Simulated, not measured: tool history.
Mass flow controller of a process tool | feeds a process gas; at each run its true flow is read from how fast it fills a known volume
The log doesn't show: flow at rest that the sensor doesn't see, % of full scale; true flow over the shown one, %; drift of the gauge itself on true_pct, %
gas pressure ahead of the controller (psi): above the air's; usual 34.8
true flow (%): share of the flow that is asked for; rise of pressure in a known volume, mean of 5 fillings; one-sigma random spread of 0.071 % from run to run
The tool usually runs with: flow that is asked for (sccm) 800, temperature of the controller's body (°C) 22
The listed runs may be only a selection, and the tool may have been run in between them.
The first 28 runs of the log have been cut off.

| run | hour | flow that is asked for (sccm) | gas pressure ahead of the controller (psi) | temperature of the controller's body (°C) | hours of work since the controller was set to zero | hours of work since the controller was changed | true flow (%) |
|---|---|---|---|---|---|---|---|
|  | 10181.7 | controller's zero set anew, once more |
| 29 | 10395.1 | 800 | 29 | 21 | 106 | 5529 | 98.03 |
| 30 | 10710.1 | 800 | 34.8 | 21 | 261 | 5685 | 98.14 |
| 31 | 11042.2 | 800 | 33.2 | 39 | 426 | 5849 | 98.43 |
| 32 | 11341.1 | 800 | 34.8 | 23 | 574 | 5997 | 98.03 |
| 33 | 11562.1 | 984 | 25.2 | 25 | 683 | 6106 | 98.06 |
| 34 | 11984.4 | 800 | 32.6 | 36 | 892 | 6315 | 98.25 |
| 35 | 12354.3 | 283 | 31.3 | 37 | 1075 | 6499 | 97.2 |
| 36 | 12608 | 800 | 27 | 28 | 1201 | 6624 | 97.72 |
| 37 | 13023.7 | 800 | 27 | 28 | 1406 | 6830 | 97.68 |
| 38 | 13433.6 | 478 | 34.8 | 22 | 1609 | 7033 | 97.14 |
| 39 | 13748.7 | 214 | 26.7 | 31 | 1765 | 7189 | 96.19 |
| 40 | 14048.4 | 800 | 20.9 | 28 | 1914 | 7337 | 97.29 |
| 41 | 14405.7 | 273 | 25.5 | 25 | 2090 | 7514 | 96.14 |
| 42 | 14680.1 | 273 | 25.5 | 27 | 2226 | 7650 | 96.19 |
| 43 | 15147.6 | 273 | 25.5 | 27 | 2458 | 7881 | 96.02 |
| 44 | 15433.3 | 273 | 25.5 | 27 | 2599 | 8022 | 95.86 |
| 45 | 15653.2 | 273 | 25.5 | 27 | 2708 | 8131 | 95.88 |
| 46 | 15947.9 | 521 | 35.1 | 34 | 2854 | 8277 | 97.03 |
| 47 | 16360.8 | 237 | 34.8 | 22 | 3058 | 8481 | 95.63 |
| 48 | 16583.9 | 237 | 34.8 | 22 | 3168 | 8592 | 95.46 |
| 49 | 17020.7 | 759 | 25.7 | 34 | 3385 | 8808 | 96.89 |

Here are 3 independent what-if runs from the current tool condition. What would each one return?
| A | 17405.3 | 645 | 39.9 | 34 | 3575 | 8998 | ? |
| B | 17405.3 | 737 | 36 | 31 | 3575 | 8998 | ? |
| C | 17405.3 | 137 | 22.8 | 24 | 3575 | 8998 | ? |

| run | true flow (%) |
|---|---|
| A | 97.14 |
| B | 97.09 |
| C | 93.69 |
With no hidden state in the tool, these same runs would have given:
| run | true flow (%) |
|---|---|
| A | 100.21 |
| B | 100.09 |
| C | 98.8 |
